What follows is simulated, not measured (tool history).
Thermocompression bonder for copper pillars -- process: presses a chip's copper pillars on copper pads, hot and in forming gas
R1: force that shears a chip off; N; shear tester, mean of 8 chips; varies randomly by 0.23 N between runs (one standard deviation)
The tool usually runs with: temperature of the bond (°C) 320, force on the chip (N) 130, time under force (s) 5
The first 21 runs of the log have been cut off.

{"run": 22, "hour": 357.0, "temperature of the bond (°C)": 340, "force on the chip (N)": 123, "time under force (s)": 11, "R1": 53.5}
{"run": 23, "hour": 370.3, "temperature of the bond (°C)": 340, "force on the chip (N)": 123, "time under force (s)": 11, "R1": 54.2}
{"run": 24, "hour": 394.9, "temperature of the bond (°C)": 340, "force on the chip (N)": 123, "time under force (s)": 11, "R1": 53.3}
{"run": 25, "hour": 414.0, "temperature of the bond (°C)": 325, "force on the chip (N)": 130, "time under force (s)": 11, "R1": 48.6}
{"run": 26, "hour": 435.5, "temperature of the bond (°C)": 325, "force on the chip (N)": 130, "time under force (s)": 11, "R1": 48.2}
{"run": 27, "hour": 454.6, "temperature of the bond (°C)": 346, "force on the chip (N)": 172, "time under force (s)": 12, "R1": 65.3}
{"run": 28, "hour": 477.5, "temperature of the bond (°C)": 344, "force on the chip (N)": 87, "time under force (s)": 12, "R1": 46.2}
{"run": 29, "hour": 487.9, "temperature of the bond (°C)": 334, "force on the chip (N)": 130, "time under force (s)": 5, "R1": 39.8}
{"run": 30, "hour": 511.3, "temperature of the bond (°C)": 334, "force on the chip (N)": 84, "time under force (s)": 5, "R1": 30}
{"run": 31, "hour": 524.3, "temperature of the bond (°C)": 302, "force on the chip (N)": 130, "time under force (s)": 5, "R1": 27.9}

What does the tool deliver on the next run?
{"run": 32, "hour": 540.1, "temperature of the bond (°C)": 292, "force on the chip (N)": 82, "time under force (s)": 9, "R1": "?"}

{"run 32": {"R1": 22.6}}
Take away the tool's hidden state, keep the run-to-run variation as it was, and the same run would have given R1 22.9 N.

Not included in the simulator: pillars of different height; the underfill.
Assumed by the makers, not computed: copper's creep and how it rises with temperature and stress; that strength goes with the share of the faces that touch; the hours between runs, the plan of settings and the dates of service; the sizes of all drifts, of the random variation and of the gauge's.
